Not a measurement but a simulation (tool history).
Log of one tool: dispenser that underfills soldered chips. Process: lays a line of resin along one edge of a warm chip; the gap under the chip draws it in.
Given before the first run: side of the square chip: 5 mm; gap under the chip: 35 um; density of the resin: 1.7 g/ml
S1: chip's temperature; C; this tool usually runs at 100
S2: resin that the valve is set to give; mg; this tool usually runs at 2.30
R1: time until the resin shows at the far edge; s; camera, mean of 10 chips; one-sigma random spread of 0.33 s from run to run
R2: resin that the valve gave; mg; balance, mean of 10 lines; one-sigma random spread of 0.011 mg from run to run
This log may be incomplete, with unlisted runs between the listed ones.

run  hour   S1    S2    R1    R2
  1   0.0  100  2.30  17.1  2.20
  2   3.7  100  2.30  19.9  2.18
  3   6.6  100  2.40  21.3  2.29
      7.4  -- new syringe of resin
  4  12.0  100  2.40  16.6  2.28
     17.9  -- dispensing valve cleaned and set on the balance
  5  18.6  100  2.40  19.9  2.41
     21.9  -- new syringe of resin
  6  24.9  100  2.40  15.0  2.38
  7  28.5   90  2.81  24.3  2.80
  8  33.3   90  2.81  28.2  2.80
     35.8  -- new syringe of resin
  9  36.8  112  2.30  10.9  2.28
 10  40.5  102  2.54  15.5  2.51
 11  44.4  102  2.54  17.6  2.51
 12  47.9  103  2.42  19.9  2.37

Here are 4 independent what-if runs from the current tool condition. What would each one return?
     49.3  -- new syringe of resin
  A  51.6  94  2.59   ?   ?
     49.3  -- new syringe of resin
  B  51.6  89  2.95   ?   ?
     49.3  -- new syringe of resin
  C  51.6  91  2.30   ?   ?
     49.3  -- new syringe of resin
  D  51.6  97  2.42   ?   ?

run    R1    R2
  A  18.5  2.54
  B  20.9  2.90
  C  20.3  2.26
  D  16.9  2.37
Stripped of hidden state, with their random variation kept, the same runs would have yielded:
run    R1    R2
  A  17.7  2.59
  B  19.9  2.96
  C  19.3  2.30
  D  16.0  2.41

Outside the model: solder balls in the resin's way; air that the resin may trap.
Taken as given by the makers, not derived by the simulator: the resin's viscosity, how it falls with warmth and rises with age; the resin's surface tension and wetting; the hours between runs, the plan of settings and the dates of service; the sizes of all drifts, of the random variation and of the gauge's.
